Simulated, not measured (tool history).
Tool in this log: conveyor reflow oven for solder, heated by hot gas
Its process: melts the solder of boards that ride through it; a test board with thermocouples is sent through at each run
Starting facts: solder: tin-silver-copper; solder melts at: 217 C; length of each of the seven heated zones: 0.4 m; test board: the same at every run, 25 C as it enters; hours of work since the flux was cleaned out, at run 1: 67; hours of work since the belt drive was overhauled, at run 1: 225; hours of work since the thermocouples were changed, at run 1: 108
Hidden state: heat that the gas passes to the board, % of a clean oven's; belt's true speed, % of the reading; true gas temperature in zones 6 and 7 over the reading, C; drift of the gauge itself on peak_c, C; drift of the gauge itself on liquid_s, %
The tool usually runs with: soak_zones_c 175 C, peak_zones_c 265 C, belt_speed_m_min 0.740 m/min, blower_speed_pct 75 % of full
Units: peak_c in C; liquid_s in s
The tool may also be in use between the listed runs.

run   hour  soak_zones_c  peak_zones_c  belt_speed_m_min  blower_speed_pct  hours of work since the flux was cleaned out  hours of work since the belt drive was overhauled  hours of work since the thermocouples were changed  peak_c  liquid_s
  1    0.0           175           265             0.740                75                                            67                                                225                                                 108   253.4     50.53
  2    9.9           175           265             0.740                75                                            75                                                233                                                 115   253.0     50.28
  3   15.3           175           279             0.740                75                                            79                                                237                                                 120   265.7     56.37
  4   23.6           175           279             0.740                75                                            85                                                244                                                 126   265.9     56.41
  5   32.5           175           279             0.740                75                                            92                                                251                                                 133   265.9     56.36
  6   38.9           175           265             0.740                74                                            97                                                256                                                 138   252.8     50.33
  7   47.2           175           265             0.847                74                                           104                                                262                                                 145   248.7     40.70
  8   57.1           175           265             0.847                74                                           111                                                270                                                 152   248.8     40.80
  9   63.4           175           265             0.847                74                                           116                                                275                                                 157   248.7     40.77
 10   69.0           175           265             0.847                74                                           121                                                279                                                 162   248.9     40.86
 11   76.7           175           265             0.847                74                                           127                                                285                                                 168   249.0     40.80
 12   81.9           175           265             0.847                74                                           131                                                289                                                 172   248.7     40.53
 13   90.5           175           265             0.740                75                                           138                                                296                                                 179   252.9     50.12
 14  100.0           175           265             0.740                52                                           145                                                304                                                 186   246.5     44.23
 15  107.1           175           265             0.798                75                                           151                                                309                                                 191   251.0     44.95
 16  117.8           175           265             0.798                75                                           159                                                317                                                 200   250.7     44.99
 17  126.8           175           265             0.649                50                                           166                                                324                                                 207   249.7     54.60
 18  134.8           175           265             0.649                50                                           172                                                331                                                 213   250.0     54.45
 19  140.5           180           265             0.646                63                                           177                                                335                                                 218   254.5     60.69
 20  150.5           171           265             0.740                75                                           185                                                343                                                 226   252.5     48.83
 21  158.7           171           265             0.740                75                                           191                                                349                                                 232   252.5     48.78
 22  168.2           174           272             0.622                75                                           198                                                357                                                 239   263.4     66.63
 23  177.6           174           272             0.622                56                                           206                                                364                                                 247   259.3     63.46
 24  186.0           175           265             0.708                75                                           212                                                371                                                 253   254.0     53.75
 25  194.5           175           255             0.656                75                                           219                                                377                                                 260   246.7     53.50
 26  200.1           175           255             0.656                75                                           223                                                382                                                 264   246.4     53.85
 27  204.6           180           255             0.656                75                                           227                                                385                                                 268   247.0     56.12
 28  215.1           175           255             0.740                60                                           235                                                394                                                 276   240.3     40.49
 29  224.3           175           264             0.815                60                                           242                                                401                                                 283   244.9     38.95
 30  232.4           175           265             0.879                53                                           249                                                407                                                 290   239.7     31.14
 31  242.9           175           265             0.879                53                                           257                                                415                                                 298   240.1     31.38

Predict each of these 3 candidate next runs independently; none follows another, all start after run 31:
  A  249.1           175           254             0.597                75                                           262                                                420                                                 303       ?         ?
  B  249.1           182           265             0.732                79                                           262                                                420                                                 303       ?         ?
  C  249.1           175           263             0.607                54                                           262                                                420                                                 303       ?         ?

run  peak_c  liquid_s
  A   247.5     60.82
  B   254.9     54.52
  C   251.4     60.40
Had the tool no hidden state, the same runs would have come out as:
run  peak_c  liquid_s
  A   247.8     60.97
  B   255.4     54.60
  C   251.7     60.34
